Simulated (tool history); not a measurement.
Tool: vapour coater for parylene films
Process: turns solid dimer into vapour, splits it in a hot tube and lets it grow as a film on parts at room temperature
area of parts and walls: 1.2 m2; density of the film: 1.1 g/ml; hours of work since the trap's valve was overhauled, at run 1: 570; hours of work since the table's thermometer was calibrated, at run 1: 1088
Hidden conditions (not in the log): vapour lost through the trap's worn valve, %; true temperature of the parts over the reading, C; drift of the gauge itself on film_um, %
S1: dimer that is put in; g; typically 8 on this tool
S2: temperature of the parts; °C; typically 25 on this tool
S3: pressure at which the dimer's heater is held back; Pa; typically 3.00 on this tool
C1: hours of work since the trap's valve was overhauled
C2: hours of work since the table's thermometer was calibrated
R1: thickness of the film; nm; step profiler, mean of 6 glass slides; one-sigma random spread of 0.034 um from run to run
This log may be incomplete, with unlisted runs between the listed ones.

run,day,S1,S2,S3,C1,C2,R1
1,0.000,8,25,3.00,570,1088,3350
2,1.521,8,21,3.00,596,1114,3630
3,2.508,8,25,3.00,613,1131,3290
# day 3.392: trap's valve overhauled
4,3.792,8,25,4.22,7,1150,3330
5,5.342,8,25,4.22,33,1176,3360
6,6.412,10,25,3.00,51,1195,4380
7,7.675,10,25,3.00,73,1216,4400
8,8.862,8,35,3.00,93,1236,2790
9,9.646,8,35,3.00,107,1250,2770
10,10.996,8,35,3.00,130,1273,2830
11,11.858,8,25,3.00,144,1288,3510
12,13.071,8,17,3.00,165,1308,4170
13,13.904,8,17,3.00,179,1322,4120
14,15.321,8,17,3.00,203,1347,4060
15,16.600,8,17,2.03,225,1368,4330
16,17.792,8,17,2.41,245,1389,4150
17,19.275,13,20,3.00,271,1414,6200
18,20.954,8,32,3.00,299,1443,2930
19,22.442,4,24,3.00,325,1468,1760
20,23.929,4,26,3.37,350,1493,1600
21,24.975,4,33,3.37,368,1511,1410
22,25.867,4,33,3.37,383,1526,1400
23,27.062,8,25,3.00,404,1547,3330
24,28.154,3,25,3.00,422,1565,1210
25,29.012,7,30,6.05,437,1580,2430
26,29.833,10,18,5.03,451,1594,4550

Each run again, without the hidden state but with its own random variation kept:
run,R1
1,3520
2,3830
3,3470
4,3310
5,3340
6,4370
7,4400
8,2800
9,2780
10,2840
11,3530
12,4210
13,4160
14,4110
15,4390
16,4220
17,6330
18,3000
19,1810
20,1640
21,1450
22,1450
23,3450
24,1260
25,2520
26,4740
